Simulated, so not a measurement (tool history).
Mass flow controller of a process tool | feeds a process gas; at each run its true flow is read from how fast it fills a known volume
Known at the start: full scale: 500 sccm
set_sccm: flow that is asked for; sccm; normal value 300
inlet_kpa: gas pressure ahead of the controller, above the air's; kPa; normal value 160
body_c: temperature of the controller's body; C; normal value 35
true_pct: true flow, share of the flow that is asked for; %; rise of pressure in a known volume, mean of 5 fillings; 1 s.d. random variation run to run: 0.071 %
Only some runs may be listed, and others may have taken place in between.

{"run": 1, "day": 0.0, "set_sccm": 300, "inlet_kpa": 160, "body_c": 35, "true_pct": 100.2}
{"run": 2, "day": 3.254, "set_sccm": 300, "inlet_kpa": 160, "body_c": 35, "true_pct": 100.13}
{"run": 3, "day": 6.321, "set_sccm": 300, "inlet_kpa": 160, "body_c": 35, "true_pct": 100.11}
{"run": 4, "day": 9.929, "set_sccm": 300, "inlet_kpa": 160, "body_c": 35, "true_pct": 100.05}
{"run": 5, "day": 13.633, "set_sccm": 300, "inlet_kpa": 160, "body_c": 35, "true_pct": 100.28}
{"run": 6, "day": 17.825, "set_sccm": 300, "inlet_kpa": 180, "body_c": 35, "true_pct": 100.13}
{"run": 7, "day": 21.104, "set_sccm": 300, "inlet_kpa": 160, "body_c": 35, "true_pct": 100.04}
{"run": 8, "day": 24.4, "set_sccm": 300, "inlet_kpa": 160, "body_c": 35, "true_pct": 100.11}
{"run": 9, "day": 28.558, "set_sccm": 300, "inlet_kpa": 160, "body_c": 35, "true_pct": 100.15}
{"run": 10, "day": 32.054, "set_sccm": 300, "inlet_kpa": 160, "body_c": 35, "true_pct": 100.2}
{"run": 11, "day": 34.396, "set_sccm": 300, "inlet_kpa": 160, "body_c": 35, "true_pct": 99.91}
{"run": 12, "day": 38.817, "set_sccm": 71, "inlet_kpa": 160, "body_c": 35, "true_pct": 101.48}
{"run": 13, "day": 42.229, "set_sccm": 71, "inlet_kpa": 160, "body_c": 35, "true_pct": 101.52}
{"run": 14, "day": 46.325, "set_sccm": 71, "inlet_kpa": 160, "body_c": 35, "true_pct": 101.63}
{"run": 15, "day": 49.521, "set_sccm": 71, "inlet_kpa": 160, "body_c": 35, "true_pct": 101.64}
{"day": 49.775, "done": "controller's zero set anew"}
{"run": 16, "day": 51.779, "set_sccm": 120, "inlet_kpa": 160, "body_c": 32, "true_pct": 101.53}
{"run": 17, "day": 54.925, "set_sccm": 63, "inlet_kpa": 160, "body_c": 32, "true_pct": 103.51}
{"run": 18, "day": 59.262, "set_sccm": 63, "inlet_kpa": 160, "body_c": 32, "true_pct": 103.58}
{"run": 19, "day": 61.104, "set_sccm": 62, "inlet_kpa": 267, "body_c": 32, "true_pct": 103.31}
{"run": 20, "day": 63.733, "set_sccm": 300, "inlet_kpa": 184, "body_c": 28, "true_pct": 100.03}
{"run": 21, "day": 65.817, "set_sccm": 300, "inlet_kpa": 268, "body_c": 28, "true_pct": 99.63}
{"run": 22, "day": 68.842, "set_sccm": 57, "inlet_kpa": 239, "body_c": 25, "true_pct": 103.61}
{"day": 69.196, "done": "controller's zero set anew, once more"}
{"run": 23, "day": 73.358, "set_sccm": 57, "inlet_kpa": 254, "body_c": 39, "true_pct": 99.06}
{"run": 24, "day": 76.562, "set_sccm": 57, "inlet_kpa": 254, "body_c": 39, "true_pct": 99.01}
{"run": 25, "day": 80.896, "set_sccm": 113, "inlet_kpa": 214, "body_c": 26, "true_pct": 98.64}
{"run": 26, "day": 85.138, "set_sccm": 113, "inlet_kpa": 214, "body_c": 26, "true_pct": 98.76}
{"run": 27, "day": 88.742, "set_sccm": 113, "inlet_kpa": 206, "body_c": 25, "true_pct": 98.72}
{"run": 28, "day": 91.817, "set_sccm": 300, "inlet_kpa": 146, "body_c": 23, "true_pct": 99.06}
{"run": 29, "day": 94.258, "set_sccm": 67, "inlet_kpa": 153, "body_c": 40, "true_pct": 99.63}

Same runs, no hidden state in the tool, same run-to-run variation:
Hidden state present: flow at rest that the sensor doesn't see, % of full scale; true flow over the shown one, %; drift of the gauge itself on true_pct, %.
run=1 true_pct=100.45
run=2 true_pct=100.38
run=3 true_pct=100.37
run=4 true_pct=100.32
run=5 true_pct=100.56
run=6 true_pct=100.42
run=7 true_pct=100.34
run=8 true_pct=100.42
run=9 true_pct=100.47
run=10 true_pct=100.52
run=11 true_pct=100.23
run=12 true_pct=100.16
run=13 true_pct=100.17
run=14 true_pct=100.26
run=15 true_pct=100.25
run=16 true_pct=100.17
run=17 true_pct=100.07
run=18 true_pct=100.09
run=19 true_pct=99.74
run=20 true_pct=100.05
run=21 true_pct=99.67
run=22 true_pct=99.55
run=23 true_pct=99.98
run=24 true_pct=99.90
run=25 true_pct=99.59
run=26 true_pct=99.69
run=27 true_pct=99.65
run=28 true_pct=100.10
run=29 true_pct=100.40
